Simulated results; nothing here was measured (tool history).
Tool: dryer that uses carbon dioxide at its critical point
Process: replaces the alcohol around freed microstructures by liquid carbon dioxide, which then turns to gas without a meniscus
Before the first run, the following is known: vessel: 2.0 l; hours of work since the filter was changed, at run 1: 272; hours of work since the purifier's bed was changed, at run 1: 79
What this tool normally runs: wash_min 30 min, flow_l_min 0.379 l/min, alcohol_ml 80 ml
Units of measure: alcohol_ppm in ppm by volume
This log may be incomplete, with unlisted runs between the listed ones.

run	day	wash_min	flow_l_min	alcohol_ml	hours of work since the filter was changed	hours of work since the purifier's bed was changed	alcohol_ppm
1	0	30	0.379	80	272	79	604
2	0.479	30	0.379	85	276	84	641
3	1.183	30	0.379	85	283	90	655
4	1.758	30	0.379	80	288	96	627
5	2.417	30	0.379	80	294	102	640
6	3.108	30	0.398	80	301	108	513
7	3.462	30	0.398	80	304	112	516
8	3.983	30	0.398	80	309	116	517
9	4.675	30	0.379	80	315	123	628
10	5.388	30	0.379	80	322	129	668
11	5.725	31	0.298	29	325	132	537
12	6.429	31	0.532	29	331	139	66
13	7.142	31	0.532	29	338	146	59
14	7.85	31	0.532	29	345	152	57
15	8.433	23	0.379	24	350	158	533
16	9.092	24	0.344	61	356	164	1583
17	9.679	24	0.344	61	361	169	1621
18	10.175	30	0.613	80	366	174	85
19	10.671	30	0.613	80	371	178	70
20	11.308	35	0.291	80	377	184	1092

Alternative continuations, all from the tool just after run 20; predict every row:
A	11.904	29	0.522	61	382	190	?
B	11.904	29	0.432	29	382	190	?
C	11.904	42	0.438	44	382	190	?
D	11.904	42	0.291	80	382	190	?
E	11.904	35	0.291	53	382	190	?

run	alcohol_ppm
A	159
B	196
C	68
D	567
E	755
Take away the tool's hidden state, keep each run's random variation, and the runs would have read:
run	alcohol_ppm
A	69
B	97
C	21
D	315
E	460
